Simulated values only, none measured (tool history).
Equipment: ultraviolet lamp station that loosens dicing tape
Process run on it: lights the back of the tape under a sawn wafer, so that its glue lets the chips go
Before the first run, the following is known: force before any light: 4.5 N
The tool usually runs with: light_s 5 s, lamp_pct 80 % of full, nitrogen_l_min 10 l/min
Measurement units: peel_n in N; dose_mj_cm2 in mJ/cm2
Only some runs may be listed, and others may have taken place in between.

Run 1, day 0: usual settings. Result: peel_n 0.921 N, dose_mj_cm2 224 mJ/cm2.
Run 2, day 1.017: usual settings. Result: peel_n 0.93 N, dose_mj_cm2 226 mJ/cm2.
Run 3, day 2.596: usual settings. Result: peel_n 0.929 N, dose_mj_cm2 219 mJ/cm2.
Run 4, day 4.075: usual settings. Result: peel_n 0.992 N, dose_mj_cm2 219 mJ/cm2.
Run 5, day 5.138: usual settings but light_s 4 s. Result: peel_n 1.343 N, dose_mj_cm2 166 mJ/cm2.
Run 6, day 6.621: usual settings. Result: peel_n 1.025 N, dose_mj_cm2 209 mJ/cm2.
At day 6.962: window cleaned of glue's vapour.
At day 7.125: lamp changed.
Run 7, day 8.508: usual settings but lamp_pct 76 % of full. Result: peel_n 0.546 N, dose_mj_cm2 306 mJ/cm2.
Run 8, day 10.579: usual settings but lamp_pct 76 % of full. Result: peel_n 0.538 N, dose_mj_cm2 303 mJ/cm2.
Run 9, day 11.704: usual settings but lamp_pct 76 % of full. Result: peel_n 0.543 N, dose_mj_cm2 297 mJ/cm2.
Run 10, day 13.917: usual settings. Result: peel_n 0.533 N, dose_mj_cm2 306 mJ/cm2.
Run 11, day 15.625: usual settings. Result: peel_n 0.547 N, dose_mj_cm2 303 mJ/cm2.
Run 12, day 17.483: usual settings but light_s 7 s, lamp_pct 85 % of full, nitrogen_l_min 20 l/min. Result: peel_n 0.207 N, dose_mj_cm2 443 mJ/cm2.
Run 13, day 19.038: usual settings but light_s 7 s, lamp_pct 85 % of full, nitrogen_l_min 20 l/min. Result: peel_n 0.201 N, dose_mj_cm2 437 mJ/cm2.
Run 14, day 20.529: usual settings but lamp_pct 68 % of full, nitrogen_l_min 13 l/min. Result: peel_n 0.718 N, dose_mj_cm2 249 mJ/cm2.
Run 15, day 21.662: usual settings but light_s 2 s, nitrogen_l_min 6 l/min. Result: peel_n 2.179 N, dose_mj_cm2 116 mJ/cm2.
Run 16, day 22.933: usual settings but lamp_pct 63 % of full, nitrogen_l_min 8 l/min. Result: peel_n 0.968 N, dose_mj_cm2 221 mJ/cm2.
Run 17, day 25.167: usual settings but nitrogen_l_min 6 l/min. Result: peel_n 0.801 N, dose_mj_cm2 276 mJ/cm2.
Run 18, day 27.304: usual settings but lamp_pct 78 % of full, nitrogen_l_min 8 l/min. Result: peel_n 0.766 N, dose_mj_cm2 259 mJ/cm2.
Run 19, day 28.267: usual settings but lamp_pct 78 % of full, nitrogen_l_min 17 l/min. Result: peel_n 0.629 N, dose_mj_cm2 260 mJ/cm2.
Run 20, day 29.492: usual settings but lamp_pct 78 % of full, nitrogen_l_min 11 l/min. Result: peel_n 0.715 N, dose_mj_cm2 256 mJ/cm2.
Run 21, day 30.604: usual settings but lamp_pct 78 % of full, nitrogen_l_min 11 l/min. Result: peel_n 0.726 N, dose_mj_cm2 252 mJ/cm2.

Hidden state or all else? Some run-to-run changes of peel_n, split into what the settings, what came in and random variation would give without the hidden state, and what is left for the hidden state (with any gauge scatter that isn't in both results):
Hidden conditions of the tool in this case: lamp's light, % of a new lamp's; light that the window lets through, % of a clean one's; drift of the gauge itself on peel_n, %; drift of the gauge itself on dose_mj_cm2, %.
Run 4 -> 5: light_s 5 -> 4. peel_n +0.351 N: hidden state +0.127, all else +0.224.
Run 6 -> 7: lamp_pct 80 -> 76, window cleaned of glue's vapour, lamp changed. peel_n -0.479 N: hidden state -0.547, all else +0.068.
Run 14 -> 15: light_s 5 -> 2, lamp_pct 68 -> 80, nitrogen_l_min 13 -> 6. peel_n +1.461 N: hidden state +0.097, all else +1.364.
Run 15 -> 16: light_s 2 -> 5, lamp_pct 80 -> 63, nitrogen_l_min 6 -> 8. peel_n -1.211 N: hidden state -0.034, all else -1.177.

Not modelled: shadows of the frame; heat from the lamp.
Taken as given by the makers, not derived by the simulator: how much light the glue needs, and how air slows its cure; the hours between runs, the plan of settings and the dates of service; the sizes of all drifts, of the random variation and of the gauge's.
